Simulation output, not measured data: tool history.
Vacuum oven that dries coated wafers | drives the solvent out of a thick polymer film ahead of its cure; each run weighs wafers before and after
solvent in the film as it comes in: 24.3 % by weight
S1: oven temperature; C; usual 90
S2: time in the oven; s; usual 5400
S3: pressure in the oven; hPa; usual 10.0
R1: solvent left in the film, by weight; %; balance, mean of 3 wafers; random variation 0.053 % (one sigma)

run,hour,S1,S2,S3,R1
1,0.0,90,5400,10.0,2.13
2,56.8,90,5400,9.7,2.16
3,114.3,90,5400,9.7,2.14
4,152.5,103,5400,9.7,0.49
5,183.3,103,5400,9.7,0.50
6,240.3,90,5400,10.0,2.29
7,275.9,90,5400,10.0,2.21
8,313.0,90,5400,10.0,2.21
9,356.2,90,5400,10.0,2.26
10,400.2,90,3540,10.0,4.39
11,430.6,90,3540,10.0,4.53
12,477.1,90,5400,10.0,2.29
13,523.3,90,5400,10.0,2.29
14,572.6,90,5400,10.0,2.40
15,624.6,90,5400,10.0,1.81
16,661.2,78,9000,8.7,4.04
17,700.2,78,9000,8.7,4.00
18,740.4,78,9000,8.7,4.05
19,767.8,90,5400,14.1,2.18
20,811.8,96,6600,17.7,1.12
21,850.3,89,7260,37.0,3.14
22,893.2,83,6120,9.5,3.87
23,941.5,83,6120,9.5,3.87
24,994.1,83,6120,9.5,4.11
25,1041.2,84,5400,25.1,5.49
26,1091.1,90,4680,22.2,3.34
27,1130.3,86,4380,20.6,5.17
28,1159.2,94,8220,14.9,1.02
29,1215.6,78,5400,10.0,7.64
30,1269.3,100,7980,29.7,1.39

Taken out of this log: 1 entry between the listed runs. Where each belongs, and how the hidden state differs across it:
Between runs 14 and 15: oven's thermocouples calibrated (hour 583.6)
  true wafer temperature over the reading, C: -2 -> -0.33; true pressure over the reading, kPa: 0.074 -> 0.078
  measured less the result without the state, R1: +0.64 -> +0.13 %

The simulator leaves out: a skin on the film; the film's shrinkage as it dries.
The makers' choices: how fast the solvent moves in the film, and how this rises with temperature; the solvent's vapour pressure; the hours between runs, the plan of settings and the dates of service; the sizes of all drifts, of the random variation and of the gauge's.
